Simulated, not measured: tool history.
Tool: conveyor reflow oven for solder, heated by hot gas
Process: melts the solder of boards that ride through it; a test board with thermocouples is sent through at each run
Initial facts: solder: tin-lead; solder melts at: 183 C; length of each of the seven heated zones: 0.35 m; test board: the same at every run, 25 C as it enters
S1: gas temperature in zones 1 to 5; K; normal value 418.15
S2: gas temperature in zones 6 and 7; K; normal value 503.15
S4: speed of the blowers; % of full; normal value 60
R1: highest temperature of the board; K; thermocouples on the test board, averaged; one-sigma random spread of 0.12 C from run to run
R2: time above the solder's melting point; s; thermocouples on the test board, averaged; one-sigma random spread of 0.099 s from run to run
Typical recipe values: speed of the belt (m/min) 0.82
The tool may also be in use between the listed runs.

Run 1, hour 0: usual settings. Result: R1 483.55 K, R2 35.64 s.
Run 2, hour 5.9: usual settings but S1 409.15 K. Result: R1 481.95 K, R2 31.78 s.
Run 3, hour 12.6: usual settings. Result: R1 483.55 K, R2 35.66 s.
Run 4, hour 25.5: usual settings. Result: R1 483.45 K, R2 35.53 s.
At hour 32.5: flux residue cleaned out of gas plates and filters.
Run 5, hour 41.1: usual settings. Result: R1 486.25 K, R2 37.91 s.
Run 6, hour 53.2: usual settings but S1 404.15 K. Result: R1 483.35 K, R2 32.63 s.
Run 7, hour 62.4: usual settings. Result: R1 486.55 K, R2 37.92 s.
Run 8, hour 71.3: usual settings but S1 412.15 K. Result: R1 484.85 K, R2 35.51 s.
Run 9, hour 85.4: usual settings but S2 495.15 K. Result: R1 479.85 K, R2 33.49 s.
Run 10, hour 98.2: usual settings but S2 495.15 K. Result: R1 479.75 K, R2 33.25 s.
Run 11, hour 106.5: usual settings but S2 495.15 K. Result: R1 479.55 K, R2 33.2 s.
Run 12, hour 115: usual settings but S2 495.15 K, S4 78 % of full. Result: R1 483.85 K, R2 37.01 s.
Run 13, hour 129.3: usual settings but S2 495.15 K, S4 78 % of full. Result: R1 483.55 K, R2 37.13 s.
At hour 134.4: belt drive overhauled, speed set with a stopwatch.
Run 14, hour 147.4: usual settings but S2 495.15 K, S4 78 % of full. Result: R1 483.45 K, R2 37.01 s.
Run 15, hour 157: usual settings but S2 495.15 K, S4 78 % of full. Result: R1 483.45 K, R2 37.02 s.
Run 16, hour 165.2: usual settings. Result: R1 485.85 K, R2 37.4 s.
Run 17, hour 174.5: usual settings. Result: R1 486.05 K, R2 37.4 s.
Run 18, hour 180.8: usual settings but speed of the belt (m/min) 0.843, S4 61 % of full. Result: R1 484.95 K, R2 35.99 s.
Run 19, hour 194.1: usual settings but S1 426.15 K, speed of the belt (m/min) 0.959, S4 61 % of full. Result: R1 482.65 K, R2 31.5 s.
At hour 204.6: belt drive overhauled, speed set with a stopwatch, once more.
Run 20, hour 209.7: usual settings but S1 409.15 K. Result: R1 483.65 K, R2 33.19 s.
Run 21, hour 217.4: usual settings but S1 409.15 K, S2 501.15 K, speed of the belt (m/min) 0.832, S4 69 % of full. Result: R1 484.05 K, R2 33.43 s.
Run 22, hour 230.7: usual settings but S1 413.15 K, S2 512.15 K, speed of the belt (m/min) 0.878, S4 69 % of full. Result: R1 491.95 K, R2 36.84 s.
Run 23, hour 240.6: usual settings but S1 413.15 K, S2 512.15 K, speed of the belt (m/min) 0.878, S4 51 % of full. Result: R1 485.45 K, R2 32.27 s.
Run 24, hour 248: usual settings but S1 413.15 K, S2 512.15 K, speed of the belt (m/min) 0.878, S4 51 % of full. Result: R1 485.35 K, R2 32.22 s.
Run 25, hour 257: usual settings but S1 413.15 K, S2 512.15 K, speed of the belt (m/min) 0.878, S4 51 % of full. Result: R1 485.35 K, R2 32.23 s.
Run 26, hour 263.5: usual settings but S1 413.15 K, S2 501.15 K, speed of the belt (m/min) 0.696, S4 68 % of full. Result: R1 489.45 K, R2 45.92 s.
Run 27, hour 272.1: usual settings but S4 52 % of full. Result: R1 482.55 K, R2 34.35 s.
Run 28, hour 281.9: usual settings but S2 516.15 K, S4 52 % of full. Result: R1 493.15 K, R2 40.62 s.
Run 29, hour 293.2: usual settings but S1 406.15 K, S2 499.15 K, speed of the belt (m/min) 0.917, S4 62 % of full. Result: R1 475.65 K, R2 23.05 s.
Run 30, hour 301.1: usual settings but S1 406.15 K, S2 499.15 K, speed of the belt (m/min) 0.917, S4 62 % of full. Result: R1 475.35 K, R2 23.06 s.
Run 31, hour 308.3: usual settings but S1 406.15 K, S2 499.15 K, speed of the belt (m/min) 0.917, S4 62 % of full. Result: R1 475.35 K, R2 23.15 s.

Alternative continuations, all from the tool just after run 31; predict every row:
Run A, hour 318.9: usual settings but S1 406.15 K, S2 499.15 K, speed of the belt (m/min) 0.869, S4 62 % of full. Result: R1 ?, R2 ?.
Run B, hour 318.9: usual settings but S1 421.15 K, S2 509.15 K, speed of the belt (m/min) 0.772, S4 62 % of full. Result: R1 ?, R2 ?.
Run C, hour 318.9: usual settings but S1 405.15 K, speed of the belt (m/min) 0.737. Result: R1 ?, R2 ?.
Run D, hour 318.9: usual settings but S1 410.15 K, S2 513.15 K. Result: R1 ?, R2 ?.

run      R1     R2
  A  477.55  26.38
  B  493.15  44.71
  C  485.85  38.14
  D  491.45  38.46
With the hidden condition removed and each run's random variation left untouched, the same runs would have given:
run      R1     R2
  A  479.05  27.89
  B  494.25  45.42
  C  487.05  39.25
  D  492.95  39.42
